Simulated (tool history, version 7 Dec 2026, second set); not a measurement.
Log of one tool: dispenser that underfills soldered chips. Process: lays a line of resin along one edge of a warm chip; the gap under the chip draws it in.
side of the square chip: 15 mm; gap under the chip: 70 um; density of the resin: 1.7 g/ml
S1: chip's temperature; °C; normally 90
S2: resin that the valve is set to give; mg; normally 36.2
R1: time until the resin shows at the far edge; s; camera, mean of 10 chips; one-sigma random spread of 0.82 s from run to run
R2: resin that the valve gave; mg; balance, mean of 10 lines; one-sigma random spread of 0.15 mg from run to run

run   hour   S1    S2     R1     R2
  1      0   90  36.2   84.1  35.29
  2    3.7   90  36.2   97.6  35.02
  3    7.7   95  36.2   92.2  35.02
  4   10.8   95  46.5   99.5  45.29
      12.5  -- new syringe of resin
  5   14.9   95  46.5   66.6  45.21
  6   19.7   95  46.5   78.5  44.84
  7   23.5   95  46.5   90.7  44.75
  8   25.8   90  36.2  119.2  34.91
      28.2  -- new syringe of resin
  9   28.2   90  36.2   75.6   34.8
 10   31.9   90  36.2     87  34.76
 11   34.5   90  36.2   92.9  34.72
 12   38.6   90  36.2  109.2  34.61
 13   41.3   90  32.8  127.3  31.14
      43.8  -- new syringe of resin
 14   44.9   90  32.8   81.8  30.98
 15   47.7   90  32.8   91.8  30.97
 16   51.1   78  36.2  155.3  34.12
 17   53.2   78  36.2  165.8  34.43
 18   55.2   75  32.3  208.7  30.43
 19     58   86  37.3  144.2  35.08
      59.4  -- new syringe of resin
 20   62.4   82  32.4  116.6  30.59
 21   65.2  100  43.4   63.1  40.79
 22   67.8   91  36.2  100.7  34.15
 23   72.2   80  39.8  166.6  37.47
      74.9  -- new syringe of resin
 24   76.4   86  46.3   85.8   43.2
 25   79.7   86  46.3   99.2  42.99
 26   82.3  103  39.8   64.2   37.2
 27   85.5  103  39.8   69.8  37.11
      90.4  -- new syringe of resin
 28   90.7   94  37.4   66.4   34.6
 29   94.5  100    46   59.4   42.3
      97.5  -- dispensing valve cleaned and set on the balance
 30  100.2   84  33.5  126.4  33.38
 31  104.1   88  42.6  119.6  42.81
 32  106.2   95  34.9  107.1  34.85

Difference, measured minus no-hidden-state, one row per run. Run-to-run variation is common to both terms; the gauge's own scatter need not be:
Hidden state present: resin's viscosity, % of fresh resin's; dose that the valve gives, % of what is set; true chip temperature over the reading, C; drift of the gauge itself on fill_s, %; drift of the gauge itself on given_mg, %.
run     R1     R2
  1   +6.6  -0.94
  2  +18.6  -1.02
  3  +27.5  -1.09
  4  +36.3   -1.5
  5   +4.7  -1.59
  6  +16.7  -1.72
  7  +28.2  -1.81
  8    +44  -1.47
  9     -1  -1.51
 10   +9.6  -1.58
 11  +17.6  -1.62
 12  +32.3   -1.7
 13  +46.2  -1.58
 14   +3.7  -1.63
 15  +12.5  -1.68
 16  +35.1  -1.92
 17  +46.5  -1.99
 18  +69.9   -1.8
 19  +56.6  -2.13
 20  +12.1  -1.92
 21    +11  -2.64
 22  +25.5  -2.26
 23  +59.1  -2.58
 24   +2.2  -3.09
 25  +13.2  -3.16
 26  +13.8  -2.78
 27  +20.9  -2.85
 28   -0.4  -2.76
 29   +6.4  -3.48
 30  +29.6  +0.06
 31  +39.8  -0.01
 32  +40.7  -0.05

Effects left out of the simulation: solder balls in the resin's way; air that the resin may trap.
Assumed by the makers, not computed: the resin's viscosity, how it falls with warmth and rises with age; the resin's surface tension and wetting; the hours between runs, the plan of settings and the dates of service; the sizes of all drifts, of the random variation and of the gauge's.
